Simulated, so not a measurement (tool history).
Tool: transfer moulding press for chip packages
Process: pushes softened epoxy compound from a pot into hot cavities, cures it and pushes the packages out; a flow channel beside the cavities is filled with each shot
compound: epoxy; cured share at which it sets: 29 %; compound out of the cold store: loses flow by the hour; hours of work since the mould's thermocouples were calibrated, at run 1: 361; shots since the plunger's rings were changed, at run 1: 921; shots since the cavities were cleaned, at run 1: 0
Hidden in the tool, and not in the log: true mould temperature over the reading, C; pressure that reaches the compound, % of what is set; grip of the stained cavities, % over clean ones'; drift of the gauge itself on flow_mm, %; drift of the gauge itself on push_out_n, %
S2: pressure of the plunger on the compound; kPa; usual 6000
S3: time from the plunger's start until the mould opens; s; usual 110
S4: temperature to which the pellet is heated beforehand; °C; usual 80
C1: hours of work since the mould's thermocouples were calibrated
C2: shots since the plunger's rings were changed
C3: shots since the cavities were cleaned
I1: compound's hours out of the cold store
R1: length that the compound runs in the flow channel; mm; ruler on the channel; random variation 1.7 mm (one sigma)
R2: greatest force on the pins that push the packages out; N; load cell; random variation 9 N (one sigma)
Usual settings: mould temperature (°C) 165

run 1 hour=0.0 | mould_temperature_(°C)=165 S2=6000 S3=110 S4=80 | C1=361 C2=921 C3=0 | I1=25.0 | R1=848 R2=422
run 2 hour=71.9 | mould_temperature_(°C)=165 S2=6000 S3=119 S4=80 | C1=414 C2=1769 C3=848 | I1=30.7 | R1=810 R2=612
-- hour=87.1 cavities cleaned with cleaning compound and waxed
run 3 hour=131.3 | mould_temperature_(°C)=165 S2=6000 S3=105 S4=80 | C1=456 C2=2452 C3=522 | I1=21.3 | R1=858 R2=930
-- hour=167.8 cavities cleaned with cleaning compound and waxed
run 4 hour=193.9 | mould_temperature_(°C)=168 S2=6000 S3=110 S4=80 | C1=501 C2=3173 C3=307 | I1=40.7 | R1=744 R2=463
-- hour=237.0 mould's thermocouples calibrated
-- hour=251.6 cavities cleaned with cleaning compound and waxed
run 5 hour=258.7 | mould_temperature_(°C)=165 S2=5250 S3=110 S4=80 | C1=15 C2=3896 C3=83 | I1=21.0 | R1=789 R2=448
-- hour=268.4 cavities cleaned with cleaning compound and waxed, once more
-- hour=297.2 plunger's sealing rings changed
run 6 hour=312.6 | mould_temperature_(°C)=165 S2=6000 S3=110 S4=80 | C1=51 C2=182 C3=492 | I1=38.7 | R1=776 R2=566
-- hour=355.2 cavities cleaned with cleaning compound and waxed
run 7 hour=408.8 | mould_temperature_(°C)=165 S2=6000 S3=110 S4=80 | C1=121 C2=1299 C3=632 | I1=9.6 | R1=935 R2=644
-- hour=436.3 cavities cleaned with cleaning compound and waxed
run 8 hour=461.2 | mould_temperature_(°C)=165 S2=6000 S3=110 S4=80 | C1=158 C2=1899 C3=293 | I1=33.2 | R1=793 R2=511
-- hour=519.3 cavities cleaned with cleaning compound and waxed
run 9 hour=533.0 | mould_temperature_(°C)=165 S2=6000 S3=110 S4=80 | C1=210 C2=2729 C3=162 | I1=11.1 | R1=913 R2=525
run 10 hour=583.8 | mould_temperature_(°C)=165 S2=6000 S3=110 S4=80 | C1=247 C2=3328 C3=761 | I1=36.9 | R1=766 R2=658
-- hour=600.3 cavities cleaned with cleaning compound and waxed
run 11 hour=659.9 | mould_temperature_(°C)=165 S2=6000 S3=110 S4=80 | C1=301 C2=4209 C3=704 | I1=8.6 | R1=920 R2=702
-- hour=670.3 plunger's sealing rings changed
-- hour=683.9 cavities cleaned with cleaning compound and waxed
run 12 hour=744.3 | mould_temperature_(°C)=165 S2=6000 S3=110 S4=80 | C1=360 C2=856 C3=713 | I1=16.3 | R1=899 R2=685
-- hour=767.1 cavities cleaned with cleaning compound and waxed
run 13 hour=794.1 | mould_temperature_(°C)=165 S2=6000 S3=110 S4=80 | C1=396 C2=1425 C3=319 | I1=45.7 | R1=735 R2=549
-- hour=850.6 cavities cleaned with cleaning compound and waxed
run 14 hour=888.7 | mould_temperature_(°C)=162 S2=6320 S3=121 S4=84 | C1=464 C2=2524 C3=449 | I1=11.1 | R1=953 R2=665
-- hour=934.9 cavities cleaned with cleaning compound and waxed
run 15 hour=959.6 | mould_temperature_(°C)=162 S2=6320 S3=121 S4=84 | C1=515 C2=3343 C3=292 | I1=47.3 | R1=744 R2=550
-- hour=981.3 mould's thermocouples calibrated
-- hour=1022.0 cavities cleaned with cleaning compound and waxed
-- hour=1045.0 plunger's sealing rings changed
run 16 hour=1047.7 | mould_temperature_(°C)=169 S2=7110 S3=110 S4=80 | C1=46 C2=33 C3=274 | I1=10.5 | R1=1005 R2=434
-- hour=1107.0 cavities cleaned with cleaning compound and waxed
run 17 hour=1137.4 | mould_temperature_(°C)=164 S2=4870 S3=110 S4=80 | C1=110 C2=1073 C3=359 | I1=33.5 | R1=723 R2=592
-- hour=1194.1 cavities cleaned with cleaning compound and waxed
run 18 hour=1204.7 | mould_temperature_(°C)=165 S2=6000 S3=110 S4=74 | C1=159 C2=1850 C3=126 | I1=31.1 | R1=806 R2=450
run 19 hour=1261.6 | mould_temperature_(°C)=173 S2=6000 S3=110 S4=74 | C1=200 C2=2521 C3=797 | I1=33.3 | R1=769 R2=481

Forecast run 20:
-- hour=1277.1 cavities cleaned with cleaning compound and waxed
run 20 hour=1306.1 | mould_temperature_(°C)=158 S2=6990 S3=110 S4=80 | C1=232 C2=3028 C3=342 | I1=23.2 | R1=? R2=?

Run 20 gave R1 935 mm, R2 919 N.
Without the tool's hidden state the same run would have given R1 959 mm, R2 646 N.

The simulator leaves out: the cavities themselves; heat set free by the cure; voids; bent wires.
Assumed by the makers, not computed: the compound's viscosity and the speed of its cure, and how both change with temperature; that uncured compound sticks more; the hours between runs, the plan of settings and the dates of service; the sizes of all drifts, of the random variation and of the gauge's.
